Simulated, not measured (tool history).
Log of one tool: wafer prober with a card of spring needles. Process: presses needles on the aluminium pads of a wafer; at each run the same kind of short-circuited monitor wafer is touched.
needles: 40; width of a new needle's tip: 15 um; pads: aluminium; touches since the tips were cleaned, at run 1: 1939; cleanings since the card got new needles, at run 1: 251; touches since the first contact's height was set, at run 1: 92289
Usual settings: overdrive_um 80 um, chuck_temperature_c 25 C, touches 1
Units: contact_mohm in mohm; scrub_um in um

run   hour  overdrive_um  chuck_temperature_c  touches  touches since the tips were cleaned  cleanings since the card got new needles  touches since the first contact's height was set  contact_mohm  scrub_um
  1    0.0            80                   25        1                                 1939                                       251                                             92289           216     15.62
       4.8  -- tips cleaned on abrasive film
      12.8  -- tips cleaned on abrasive film
      19.2  -- tips cleaned on abrasive film
      25.6  -- tips cleaned on abrasive film
      33.5  -- tips cleaned on abrasive film
      39.9  -- tips cleaned on abrasive film
  2   40.8            80                   25        1                                  516                                       257                                            117093           211     15.53
      47.2  -- tips cleaned on abrasive film
      53.6  -- tips cleaned on abrasive film
      60.0  -- tips cleaned on abrasive film
      66.3  -- tips cleaned on abrasive film
      72.7  -- tips cleaned on abrasive film
      79.1  -- tips cleaned on abrasive film
      85.5  -- tips cleaned on abrasive film
      91.9  -- tips cleaned on abrasive film
  3   92.7            80                   25        1                                  467                                       265                                            148649           212     15.43
      99.1  -- tips cleaned on abrasive film
     105.5  -- tips cleaned on abrasive film
     113.4  -- tips cleaned on abrasive film
     121.4  -- tips cleaned on abrasive film
     128.1  -- tips cleaned on abrasive film
  4  128.1            80                   25        1                                    0                                       270                                            170241           209     15.34
     136.1  -- tips cleaned on abrasive film
     142.5  -- tips cleaned on abrasive film
     148.9  -- tips cleaned on abrasive film
     156.9  -- tips cleaned on abrasive film
     163.3  -- tips cleaned on abrasive film
     169.7  -- tips cleaned on abrasive film
     176.0  -- tips cleaned on abrasive film
  5  176.7            80                   25        1                                  435                                       277                                            199819           209     15.25
     183.1  -- tips cleaned on abrasive film
     191.1  -- tips cleaned on abrasive film
     197.5  -- tips cleaned on abrasive film
     203.9  -- tips cleaned on abrasive film
  6  205.3            96                   25        1                                  835                                       281                                            217171           209     18.46
     211.6  -- tips cleaned on abrasive film
     216.7  -- height of the first contact set anew
     218.3  -- tips cleaned on abrasive film
     224.7  -- tips cleaned on abrasive film
     231.1  -- tips cleaned on abrasive film
     237.5  -- tips cleaned on abrasive film
     245.5  -- tips cleaned on abrasive film
  7  249.8            96                   37        1                                 2664                                       287                                             20152           215     18.84
     253.0  -- tips cleaned on abrasive film
     259.4  -- tips cleaned on abrasive film
     267.4  -- tips cleaned on abrasive film
     273.8  -- tips cleaned on abrasive film
     280.2  -- tips cleaned on abrasive film
  8  282.7            80                   46        1                                 1526                                       292                                             40136           219     15.61
     287.5  -- tips cleaned on abrasive film
     293.9  -- tips cleaned on abrasive film
     300.3  -- tips cleaned on abrasive film
     306.7  -- tips cleaned on abrasive film
     313.1  -- tips cleaned on abrasive film
     319.5  -- tips cleaned on abrasive film
  9  319.7            80                   46        1                                  150                                       298                                             62631           211     15.64
     326.1  -- tips cleaned on abrasive film
     332.5  -- tips cleaned on abrasive film
     338.9  -- tips cleaned on abrasive film
     345.3  -- tips cleaned on abrasive film
 10  345.8            80                   46        1                                  321                                       302                                             78497           212     15.52
     352.2  -- tips cleaned on abrasive film
     358.6  -- tips cleaned on abrasive film
     366.5  -- tips cleaned on abrasive film
     372.9  -- tips cleaned on abrasive film
     379.3  -- tips cleaned on abrasive film
 11  379.8            80                   46        1                                  300                                       307                                             99198           212     15.56
     386.2  -- tips cleaned on abrasive film
     392.6  -- tips cleaned on abrasive film
     400.6  -- tips cleaned on abrasive film
     407.0  -- tips cleaned on abrasive film
     413.4  -- tips cleaned on abrasive film
     419.8  -- tips cleaned on abrasive film
     426.1  -- tips cleaned on abrasive film
 12  427.9            80                   46        1                                 1073                                       314                                            128444           218     15.51
     432.7  -- tips cleaned on abrasive film
     440.7  -- tips cleaned on abrasive film
     448.6  -- tips cleaned on abrasive film
     456.6  -- tips cleaned on abrasive film
 13  462.8            82                   36        2                                 3811                                       318                                            149741           218     15.87
     464.4  -- tips cleaned on abrasive film
     470.8  -- tips cleaned on abrasive film
     477.2  -- tips cleaned on abrasive film
     483.6  -- tips cleaned on abrasive film
     490.0  -- tips cleaned on abrasive film
 14  491.1            82                   36        2                                  689                                       323                                            166946           210     15.78
     497.5  -- tips cleaned on abrasive film
     503.9  -- tips cleaned on abrasive film
     510.3  -- tips cleaned on abrasive film
     518.3  -- tips cleaned on abrasive film
     524.7  -- tips cleaned on abrasive film
     532.6  -- tips cleaned on abrasive film
 15  533.0            82                   36        2                                  226                                       329                                            192432           209     15.76
     539.4  -- tips cleaned on abrasive film
     545.8  -- tips cleaned on abrasive film
     552.2  -- tips cleaned on abrasive film
     558.6  -- tips cleaned on abrasive film
     565.0  -- tips cleaned on abrasive film
     571.4  -- tips cleaned on abrasive film
 16  576.2            69                   36        3                                 2951                                       335                                            218698           213     13.04
     577.9  -- tips cleaned on abrasive film
     584.2  -- tips cleaned on abrasive film
     584.5  -- height of the first contact set anew
     590.9  -- tips cleaned on abrasive film
     597.3  -- tips cleaned on abrasive film
     603.7  -- tips cleaned on abrasive film
     610.1  -- tips cleaned on abrasive film
 17  613.2            88                   35        1                                 1888                                       341                                             17432           218     17.35
     618.0  -- tips cleaned on abrasive film
     626.0  -- tips cleaned on abrasive film
     633.9  -- tips cleaned on abrasive film
     640.3  -- tips cleaned on abrasive film
     646.7  -- tips cleaned on abrasive film
     654.7  -- tips cleaned on abrasive film
     661.1  -- tips cleaned on abrasive film
 18  663.9            88                   35        1                                 1754                                       348                                             48331           219     17.27
     668.7  -- tips cleaned on abrasive film
     675.1  -- tips cleaned on abrasive film
     683.1  -- tips cleaned on abrasive film
     689.5  -- tips cleaned on abrasive film
     695.9  -- tips cleaned on abrasive film
     702.3  -- tips cleaned on abrasive film
     708.7  -- tips cleaned on abrasive film
 19  710.1            88                   26        3                                  873                                       355                                             76406           206     17.07
     716.5  -- tips cleaned on abrasive film
     722.9  -- tips cleaned on abrasive film
     729.3  -- tips cleaned on abrasive film
     735.7  -- tips cleaned on abrasive film
     742.1  -- tips cleaned on abrasive film
     748.5  -- tips cleaned on abrasive film
     754.8  -- tips cleaned on abrasive film
 20  755.5            88                   26        3                                  432                                       362                                            104040           203     17.19
     761.9  -- tips cleaned on abrasive film
     768.3  -- tips cleaned on abrasive film
     774.7  -- tips cleaned on abrasive film
     781.1  -- tips cleaned on abrasive film
     787.5  -- tips cleaned on abrasive film
 21  791.4            88                   26        3                                 2371                                       367                                            125840           207     17.11
     794.6  -- tips cleaned on abrasive film
     801.0  -- tips cleaned on abrasive film
     807.4  -- tips cleaned on abrasive film
     813.8  -- tips cleaned on abrasive film
     821.7  -- tips cleaned on abrasive film
     828.1  -- tips cleaned on abrasive film
 22  833.8            88                   26        3                                 3466                                       373                                            151651           214     17.05
     835.4  -- tips cleaned on abrasive film
     841.8  -- tips cleaned on abrasive film
     848.2  -- tips cleaned on abrasive film
     854.6  -- tips cleaned on abrasive film
     866.6  -- card fitted with new needles
     873.0  -- tips cleaned on abrasive film
     879.4  -- tips cleaned on abrasive film
 23  884.2            88                   26        3                                 2946                                         2                                             10718           209     17.37
     885.8  -- tips cleaned on abrasive film
     892.2  -- tips cleaned on abrasive film
     898.6  -- tips cleaned on abrasive film
     905.0  -- tips cleaned on abrasive film
     911.4  -- tips cleaned on abrasive film
 24  911.5            80                   26        1                                   44                                         7                                             27277           205     15.73

Some steps in contact_mohm between neighbouring runs. How much of each would the tool show without its hidden state too (settings, what came in, random variation), and how much is left for the hidden state, with any gauge scatter that isn't in both results?
The hidden state here: debris on the tips, nm; way that the needles fall short of the set height, um; tips' diameter, um; drift of the gauge itself on contact_mohm, %; drift of the gauge itself on scrub_um, %.
Run 1 -> 2: tips cleaned on abrasive film, tips cleaned on abrasive film, tips cleaned on abrasive film, tips cleaned on abrasive film, tips cleaned on abrasive film, tips cleaned on abrasive film. contact_mohm -5 mohm: hidden state -7, all else +2.
Run 8 -> 9: tips cleaned on abrasive film, tips cleaned on abrasive film, tips cleaned on abrasive film, tips cleaned on abrasive film, tips cleaned on abrasive film, tips cleaned on abrasive film. contact_mohm -8 mohm: hidden state -7, all else -1.
Run 18 -> 19: chuck_temperature_c 35 -> 26, touches 1 -> 3, tips cleaned on abrasive film, tips cleaned on abrasive film, tips cleaned on abrasive film, tips cleaned on abrasive film, tips cleaned on abrasive film, tips cleaned on abrasive film, tips cleaned on abrasive film. contact_mohm -13 mohm: hidden state -7, all else -6.

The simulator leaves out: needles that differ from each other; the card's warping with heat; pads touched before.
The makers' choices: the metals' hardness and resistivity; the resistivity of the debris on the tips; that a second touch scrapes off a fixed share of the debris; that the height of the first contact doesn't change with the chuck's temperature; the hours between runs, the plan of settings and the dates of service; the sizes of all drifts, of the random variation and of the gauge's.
